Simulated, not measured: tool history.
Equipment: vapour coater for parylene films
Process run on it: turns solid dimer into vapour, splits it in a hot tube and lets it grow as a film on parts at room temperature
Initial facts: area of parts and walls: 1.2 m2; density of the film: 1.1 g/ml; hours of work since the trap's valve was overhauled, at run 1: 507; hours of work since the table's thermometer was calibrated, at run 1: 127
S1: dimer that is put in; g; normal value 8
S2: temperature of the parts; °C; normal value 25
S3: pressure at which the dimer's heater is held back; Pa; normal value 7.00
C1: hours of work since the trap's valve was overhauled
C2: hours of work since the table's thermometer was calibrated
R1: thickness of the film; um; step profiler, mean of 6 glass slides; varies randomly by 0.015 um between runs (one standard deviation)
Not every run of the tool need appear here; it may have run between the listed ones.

run	hour	S1	S2	S3	C1	C2	R1
1	0.0	8	25	7.00	507	127	2.60
2	20.5	8	25	7.00	519	138	2.60
3	46.4	8	18	7.00	534	153	3.14
4	65.2	4	18	7.00	544	164	1.58
5	84.4	4	18	7.00	555	175	1.56
6	95.7	4	18	7.00	562	181	1.57
7	121.6	4	18	7.00	577	196	1.53
8	140.6	4	18	7.00	588	207	1.55
9	166.1	5	18	7.00	602	222	1.95
10	181.6	8	25	9.45	611	231	2.44
11	193.6	8	25	9.45	618	237	2.48
12	214.9	8	25	9.45	630	250	2.44
13	230.3	8	31	7.00	639	259	2.17
# hour 243.9: trap's valve overhauled
14	250.8	8	31	7.00	4	268	2.44
15	267.2	8	31	7.00	13	277	2.42
16	280.0	8	31	7.00	21	285	2.40
17	297.6	8	31	7.00	31	295	2.40
18	324.5	5	25	7.00	46	310	1.75
19	344.6	8	25	7.00	58	322	2.80
20	367.1	8	25	7.00	71	335	2.81
21	390.4	8	25	7.00	84	348	2.82
22	412.4	8	25	7.00	97	361	2.80
23	426.0	8	25	7.00	104	368	2.81
24	449.6	8	25	7.00	118	382	2.76
25	464.5	8	34	7.00	126	390	2.18
26	479.9	6	17	2.88	135	399	2.91
27	500.3	8	25	7.00	147	411	2.77
28	524.6	7	32	3.69	161	425	2.19
29	539.9	11	32	4.09	170	434	3.38
30	562.8	12	19	3.97	183	447	5.28
31	583.0	7	29	4.35	194	458	2.30
32	604.3	8	26	7.00	207	471	2.67
33	622.9	5	21	4.33	217	481	2.05
34	648.0	5	36	4.33	232	496	1.35
35	675.1	13	36	8.67	247	511	3.16
36	686.6	4	32	8.67	254	518	1.08
37	708.9	13	25	2.44	266	530	5.04
38	725.7	13	25	2.44	276	540	5.02
39	744.5	13	25	2.44	287	551	5.04
40	771.5	5	30	11.30	302	566	1.39
41	788.1	7	25	7.00	312	576	2.36
42	814.9	5	26	11.54	327	591	1.52
43	827.0	5	26	11.54	334	598	1.49
44	851.7	14	18	9.78	348	612	5.36
45	875.5	9	36	3.94	362	626	2.43
46	898.0	12	34	7.61	375	639	3.10
47	914.5	6	19	3.06	384	648	2.61

Difference, measured minus no-hidden-state, one row per run. Run-to-run variation is common to both terms; the gauge's own scatter need not be:
Unlogged tool condition in this case: vapour lost through the trap's worn valve, %; true temperature of the parts over the reading, C; drift of the gauge itself on film_um, %.
run	R1
1	-0.23
2	-0.24
3	-0.30
4	-0.15
5	-0.15
6	-0.16
7	-0.16
8	-0.16
9	-0.21
10	-0.27
11	-0.28
12	-0.28
13	-0.25
14	+0.00
15	+0.00
16	-0.01
17	-0.02
18	-0.02
19	-0.03
20	-0.04
21	-0.05
22	-0.05
23	-0.06
24	-0.06
25	-0.05
26	-0.07
27	-0.08
28	-0.06
29	-0.11
30	-0.19
31	-0.08
32	-0.11
33	-0.08
34	-0.06
35	-0.15
36	-0.05
37	-0.25
38	-0.27
39	-0.28
40	-0.08
41	-0.14
42	-0.10
43	-0.10
44	-0.36
45	-0.17
46	-0.22
47	-0.19

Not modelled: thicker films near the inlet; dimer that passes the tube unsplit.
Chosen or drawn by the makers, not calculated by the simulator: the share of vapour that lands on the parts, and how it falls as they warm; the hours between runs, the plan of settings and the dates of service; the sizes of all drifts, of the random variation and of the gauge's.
